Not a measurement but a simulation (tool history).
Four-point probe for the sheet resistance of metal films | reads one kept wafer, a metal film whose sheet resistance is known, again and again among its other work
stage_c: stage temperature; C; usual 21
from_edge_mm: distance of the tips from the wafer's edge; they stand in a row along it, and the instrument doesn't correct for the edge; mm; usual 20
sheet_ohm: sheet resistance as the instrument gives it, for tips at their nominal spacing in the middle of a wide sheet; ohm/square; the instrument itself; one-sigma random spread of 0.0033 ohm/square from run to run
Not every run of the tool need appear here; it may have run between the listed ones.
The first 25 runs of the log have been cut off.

run	day	stage_c	from_edge_mm	sheet_ohm
26	52.567	23	18	16.356091
27	55.329	29	8	16.308624
28	57.450	29	8	16.306430
29	59.350	20	8	16.424121
30	60.833	21	7	16.419721
31	63.908	21	4	16.509653
32	65.362	25	3	16.560314
33	68.204	26	5	16.401188
34	69.971	19	35	16.404253
35	72.271	34	7	16.255400
36	75.025	22	7	16.405643
37	77.629	25	5	16.411163
38	80.400	25	5	16.409328
39	82.412	21	9	16.401381
40	85.317	22	35	16.360459
41	86.917	31	8	16.286333
42	89.308	21	21	16.378703
43	92.450	21	21	16.382792
44	94.079	21	21	16.375745
45	95.808	26	45	16.312235

Branching from run 45: 4 alternative next runs. What would each branch give?
A	99.083	30	20	?
B	99.083	18	8	?
C	99.083	21	5	?
D	99.083	31	4	?

run	sheet_ohm
A	16.267979
B	16.444128
C	16.461836
D	16.383837
The same runs, with their run-to-run variation unchanged, on a tool lacking any hidden condition would have given:
run	sheet_ohm
A	16.266950
B	16.443086
C	16.460794
D	16.382802
